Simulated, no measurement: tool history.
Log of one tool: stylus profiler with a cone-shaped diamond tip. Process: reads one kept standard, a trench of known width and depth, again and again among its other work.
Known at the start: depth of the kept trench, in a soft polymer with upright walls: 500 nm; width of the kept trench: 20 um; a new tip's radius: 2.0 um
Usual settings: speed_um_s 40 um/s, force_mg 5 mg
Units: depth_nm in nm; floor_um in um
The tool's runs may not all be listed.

run 1 hour=0 | speed_um_s=40 force_mg=5 | depth_nm=508.86 floor_um=17.18
run 2 hour=32.3 | speed_um_s=40 force_mg=5 | depth_nm=508.96 floor_um=17.16
run 3 hour=53.8 | speed_um_s=40 force_mg=5 | depth_nm=509.22 floor_um=17.12
run 4 hour=70 | speed_um_s=40 force_mg=5 | depth_nm=509.05 floor_um=17.14
run 5 hour=103.7 | speed_um_s=40 force_mg=5 | depth_nm=508.97 floor_um=17.14
run 6 hour=120 | speed_um_s=40 force_mg=3.74 | depth_nm=507.67 floor_um=17.09
run 7 hour=136.8 | speed_um_s=40 force_mg=5 | depth_nm=509.01 floor_um=17.09
run 8 hour=156.2 | speed_um_s=40 force_mg=5 | depth_nm=509.05 floor_um=17.07
run 9 hour=186.9 | speed_um_s=40 force_mg=14.57 | depth_nm=518.96 floor_um=17.14
run 10 hour=219.5 | speed_um_s=40 force_mg=14.57 | depth_nm=518.69 floor_um=17.16
run 11 hour=248.7 | speed_um_s=40 force_mg=5 | depth_nm=509.37 floor_um=17.07
run 12 hour=271.9 | speed_um_s=12 force_mg=8.06 | depth_nm=512.91 floor_um=17.21
run 13 hour=296.8 | speed_um_s=14 force_mg=4.6 | depth_nm=508.83 floor_um=17.22
run 14 hour=316.5 | speed_um_s=115 force_mg=1.71 | depth_nm=504.47 floor_um=16.39
run 15 hour=343.6 | speed_um_s=13 force_mg=12.32 | depth_nm=516.98 floor_um=17.25
run 16 hour=367.8 | speed_um_s=29 force_mg=6.86 | depth_nm=511.44 floor_um=17.09
run 17 hour=392.7 | speed_um_s=87 force_mg=4.25 | depth_nm=508.74 floor_um=16.85
run 18 hour=410.3 | speed_um_s=38 force_mg=4.25 | depth_nm=508.66 floor_um=17.06
run 19 hour=431.6 | speed_um_s=84 force_mg=3.96 | depth_nm=508.38 floor_um=16.88
run 20 hour=454.5 | speed_um_s=115 force_mg=2.28 | depth_nm=505.55 floor_um=16.49
run 21 hour=475.3 | speed_um_s=20 force_mg=1.98 | depth_nm=505.44 floor_um=17.05

Forecast each of these 3 alternatives for the next run:
run A hour=508.4 | speed_um_s=20 force_mg=14.29 | depth_nm=? floor_um=?
run B hour=508.4 | speed_um_s=53 force_mg=2.09 | depth_nm=? floor_um=?
run C hour=508.4 | speed_um_s=34 force_mg=3.38 | depth_nm=? floor_um=?

run=A depth_nm=518.69 floor_um=17.11
run=B depth_nm=505.28 floor_um=16.85
run=C depth_nm=507.44 floor_um=16.96
Without the tool's hidden state the same runs would have given:
run=A depth_nm=518.25 floor_um=17.27
run=B depth_nm=504.85 floor_um=17.01
run=C depth_nm=507.01 floor_um=17.12
